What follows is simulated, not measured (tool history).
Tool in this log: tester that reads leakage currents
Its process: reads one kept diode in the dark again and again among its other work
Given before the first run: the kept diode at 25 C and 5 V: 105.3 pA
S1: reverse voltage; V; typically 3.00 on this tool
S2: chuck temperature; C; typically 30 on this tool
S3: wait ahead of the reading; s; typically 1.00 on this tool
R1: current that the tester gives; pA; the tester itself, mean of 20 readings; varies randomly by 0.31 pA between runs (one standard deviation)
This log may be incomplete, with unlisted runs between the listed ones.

run 1 hour=0.0 | S1=3.00 S2=30 S3=1.00 | R1=135.52
run 2 hour=120.6 | S1=3.00 S2=30 S3=0.42 | R1=134.86
run 3 hour=177.6 | S1=3.00 S2=30 S3=1.00 | R1=134.05
run 4 hour=297.6 | S1=10.11 S2=30 S3=1.00 | R1=235.50
run 5 hour=415.4 | S1=10.11 S2=30 S3=1.00 | R1=235.11
run 6 hour=524.6 | S1=10.11 S2=30 S3=3.18 | R1=232.93
run 7 hour=578.8 | S1=1.44 S2=30 S3=3.18 | R1=93.74
run 8 hour=639.9 | S1=1.44 S2=30 S3=3.18 | R1=93.42
run 9 hour=714.6 | S1=1.44 S2=30 S3=3.18 | R1=92.71
-- hour=746.3 chuck's temperature calibrated
run 10 hour=828.7 | S1=3.00 S2=30 S3=1.00 | R1=141.33
run 11 hour=920.3 | S1=3.00 S2=30 S3=1.00 | R1=140.57
run 12 hour=983.2 | S1=3.00 S2=30 S3=1.00 | R1=140.03
run 13 hour=1112.5 | S1=3.00 S2=30 S3=4.11 | R1=138.78
run 14 hour=1230.2 | S1=3.00 S2=51 S3=4.11 | R1=776.55
run 15 hour=1349.3 | S1=3.00 S2=24 S3=1.00 | R1=82.02
run 16 hour=1428.7 | S1=3.00 S2=30 S3=4.54 | R1=137.16
-- hour=1503.0 probe card cleaned and baked
run 17 hour=1559.6 | S1=3.00 S2=45 S3=2.68 | R1=464.62
run 18 hour=1666.6 | S1=2.21 S2=46 S3=2.68 | R1=438.98
-- hour=1688.4 tester calibrated
run 19 hour=1760.4 | S1=16.13 S2=24 S3=8.76 | R1=154.48
run 20 hour=1821.2 | S1=16.13 S2=24 S3=8.76 | R1=155.18
-- hour=1836.9 chuck's temperature calibrated
run 21 hour=1951.4 | S1=3.00 S2=30 S3=2.01 | R1=132.96
run 22 hour=2077.6 | S1=11.01 S2=30 S3=0.39 | R1=240.06
run 23 hour=2178.0 | S1=11.01 S2=30 S3=0.39 | R1=240.74
run 24 hour=2285.5 | S1=11.01 S2=49 S3=0.33 | R1=1155.54
run 25 hour=2362.2 | S1=11.01 S2=49 S3=0.33 | R1=1153.75
run 26 hour=2485.9 | S1=3.67 S2=59 S3=1.32 | R1=1518.22
run 27 hour=2615.4 | S1=3.67 S2=59 S3=1.32 | R1=1504.12

Consider 5 possible next runs. They are alternatives, not a sequence: every one starts from the tool as it was left by run 27. What does each give?
run A hour=2748.2 | S1=3.00 S2=30 S3=8.65 | R1=?
run B hour=2748.2 | S1=14.78 S2=41 S3=9.47 | R1=?
run C hour=2748.2 | S1=10.06 S2=49 S3=1.32 | R1=?
run D hour=2748.2 | S1=7.02 S2=22 S3=1.32 | R1=?
run E hour=2748.2 | S1=4.31 S2=60 S3=3.66 | R1=?

run=A R1=126.98
run=B R1=672.84
run=C R1=1075.21
run=D R1=94.07
run=E R1=1724.29
Without the tool's hidden state the same runs would have given:
run=A R1=132.95
run=B R1=702.10
run=C R1=1135.73
run=D R1=92.57
run=E R1=1828.59

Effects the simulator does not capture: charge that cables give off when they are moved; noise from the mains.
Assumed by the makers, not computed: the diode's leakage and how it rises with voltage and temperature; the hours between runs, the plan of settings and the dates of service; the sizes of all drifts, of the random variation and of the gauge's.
